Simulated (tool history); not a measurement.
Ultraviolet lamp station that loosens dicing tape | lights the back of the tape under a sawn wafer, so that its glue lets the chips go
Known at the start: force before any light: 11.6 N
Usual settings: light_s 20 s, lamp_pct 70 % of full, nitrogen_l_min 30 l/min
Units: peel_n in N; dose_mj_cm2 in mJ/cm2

run   hour  light_s  lamp_pct  nitrogen_l_min  peel_n  dose_mj_cm2
  1      0       20        70              30   1.733          467
  2    4.4       20        88              30   1.031          595
  3   11.7       20        88              30   1.051          587
  4   16.9       20        88              30   1.062          594
  5   21.4       20        88              30   1.055          592
  6   29.8       20        70              30   1.743          467
  7     38       20        70              30   1.672          470
  8   42.4       20        70              30   1.704          464
  9   48.9       20        70              19   2.228          470
 10   56.5       12        70              30    3.69          280
 11   64.8       12        70              58   2.771          281
 12     71       12        70              56   2.932          280
 13   75.6       21        82              15   1.916          572
 14   83.7       21        82              15   1.923          573
 15   90.7       36        65              40   0.383          781
 16   98.6       23        94              10   1.709          716
 17  102.8       23        65              37   1.247          492
 18  110.3       20        68              45   1.435          451
 19    118       20       100              38   0.624          663
 20  126.2       20       100              38   0.635          663
 21  135.9       20       100              38   0.649          656

Some steps in peel_n between neighbouring runs. How much of each would the tool show without its hidden state too (settings, what came in, random variation), and how much is left for the hidden state, with any gauge scatter that isn't in both results?
The hidden state here: lamp's light, % of a new lamp's; light that the window lets through, % of a clean one's; drift of the gauge itself on peel_n, %; drift of the gauge itself on dose_mj_cm2, %.
Run 9 -> 10: light_s 20 -> 12, nitrogen_l_min 19 -> 30. peel_n +1.462 N: hidden state +0.046, all else +1.416.
Run 14 -> 15: light_s 21 -> 36, lamp_pct 82 -> 65, nitrogen_l_min 15 -> 40. peel_n -1.54 N: hidden state -0.143, all else -1.397.
Run 15 -> 16: light_s 36 -> 23, lamp_pct 65 -> 94, nitrogen_l_min 40 -> 10. peel_n +1.326 N: hidden state +0.137, all else +1.189.
